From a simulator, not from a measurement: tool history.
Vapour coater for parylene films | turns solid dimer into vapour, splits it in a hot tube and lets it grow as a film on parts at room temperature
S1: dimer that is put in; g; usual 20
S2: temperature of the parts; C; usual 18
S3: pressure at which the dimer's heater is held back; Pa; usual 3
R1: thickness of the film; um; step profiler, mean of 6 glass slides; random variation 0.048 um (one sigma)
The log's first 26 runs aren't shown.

run    hour  S1  S2     S3    R1
 27  1169.5  27  14   5.24  8.12
 28  1206.7  10  13      3  3.46
 29  1235.3  18  27   7.82     4
 30  1283.2  18  17   6.58  5.01
 31  1325.3  20  25   2.68  5.79
     1347.9  -- table's thermometer calibrated
     1376.5  -- trap's valve overhauled
 32  1376.5  33  27   2.23   9.8
 33  1433.9  12  23   4.35  3.33
 34  1464.5  12  13   2.22  4.41
 35  1497.4   8  20   2.17  2.69
 36  1544.9  30  18   3.67  9.19
 37  1579.9  22  18      3  7.06
 38  1631.1  22  18      3  7.02
 39  1678.6  19  28   3.81  4.84
 40  1711.8  19  28   3.81  4.98
       1729  -- trap's valve overhauled
 41  1751.5  15  18      3   4.8
 42  1802.9  15  18      3  4.78
 43  1827.8  11  18   5.76  3.13
 44  1878.6  28  18   6.48  7.64
 45  1915.5  10  18  10.13  2.47
 46    1946  20  14   6.06  5.86

5 ways to go on from here, each from the tool as it stands after run 46. What would each give?
  A  1981.7  20  24  6.64   ?
  B  1981.7  23  23  6.37   ?
  C  1981.7  13  29   3.9   ?
  D  1981.7  29  13  6.06   ?
  E  1981.7  31  18     3   ?

run     R1
  A   4.94
  B   5.79
  C    3.3
  D    8.7
  E  10.01
Without the tool's hidden state the same runs would have given:
run     R1
  A   4.95
  B    5.8
  C    3.3
  D   8.72
  E  10.03

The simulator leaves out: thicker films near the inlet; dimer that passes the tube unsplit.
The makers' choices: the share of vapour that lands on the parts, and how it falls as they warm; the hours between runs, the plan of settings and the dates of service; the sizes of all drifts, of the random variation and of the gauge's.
